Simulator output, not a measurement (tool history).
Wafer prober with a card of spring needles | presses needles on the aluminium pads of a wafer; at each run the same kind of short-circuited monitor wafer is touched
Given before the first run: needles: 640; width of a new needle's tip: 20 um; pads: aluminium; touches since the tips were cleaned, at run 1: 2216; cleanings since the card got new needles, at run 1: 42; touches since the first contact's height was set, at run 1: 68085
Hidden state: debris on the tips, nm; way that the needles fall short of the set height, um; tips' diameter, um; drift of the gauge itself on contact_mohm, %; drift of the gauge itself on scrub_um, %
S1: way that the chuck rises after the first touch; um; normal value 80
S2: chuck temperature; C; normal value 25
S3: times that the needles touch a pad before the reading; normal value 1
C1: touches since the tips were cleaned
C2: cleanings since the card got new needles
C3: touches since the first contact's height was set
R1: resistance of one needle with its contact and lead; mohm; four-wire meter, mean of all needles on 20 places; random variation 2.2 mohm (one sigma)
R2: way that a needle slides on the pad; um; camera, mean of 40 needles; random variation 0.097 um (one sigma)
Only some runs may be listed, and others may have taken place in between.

run     day  S1   S2  S3    C1  C2      C3   R1     R2
  1       0  80   25   1  2216  42   68085  293  16.59
      0.592  -- tips cleaned on abrasive film
  2   1.096  80   25   1  3009  43   74600  301  16.51
      1.521  -- tips cleaned on abrasive film
  3   2.067  80   25   1  3264  44   80367  306  16.34
      2.396  -- tips cleaned on abrasive film
       3.35  -- tips cleaned on abrasive film
  4   3.467  80   25   1   694  46   88665  268  16.34
       4.25  -- tips cleaned on abrasive film
  5   4.896  80   25   1  3856  47   97155  309   16.4
      5.183  -- tips cleaned on abrasive film
      6.058  -- tips cleaned on abrasive film
  6   6.058  80   25   1     0  49  104030  248  16.41
  7   6.754  80   25   1  4159  49  108189  316  16.32
      6.954  -- tips cleaned on abrasive film
      7.879  -- tips cleaned on abrasive film
  8   8.112  80   25   1  1396  51  116237  281  16.39
      8.775  -- tips cleaned on abrasive film
  9   9.454  80   25   1  4067  52  124225  315  16.48
      9.758  -- tips cleaned on abrasive film
 10  10.192  63   28   1  2573  53  128579  340  12.93
     10.633  -- tips cleaned on abrasive film
 11  11.242  66  112   1  3626  54  134813  352  13.42
     11.525  -- tips cleaned on abrasive film
     12.417  -- tips cleaned on abrasive film
 12  12.583  66  112   1   984  56  142777  309  13.34
     13.321  -- tips cleaned on abrasive film
 13  13.888  82   49   1  3368  57  150528  313  16.72
     14.196  -- tips cleaned on abrasive film
 14  14.917  91   25   3  4314  58  156649  261  18.59
     15.088  -- tips cleaned on abrasive film
 15  15.862  95   25   1  4629  59  162265  296  19.19
     16.042  -- tips cleaned on abrasive film
 16  16.617  95   25   1  3449  60  166740  287  19.24

Some steps in R1, run to run, broken into two amounts with sign: the step expected even without the hidden condition (settings, incoming material, random variation), and the rest, left for the hidden condition together with whatever gauge scatter is not in both the measured and the hidden-condition-free result:
Run 6 -> 7: no setting touched and nothing written in the log between the runs. R1 +68 mohm: hidden state +66, all else +2.
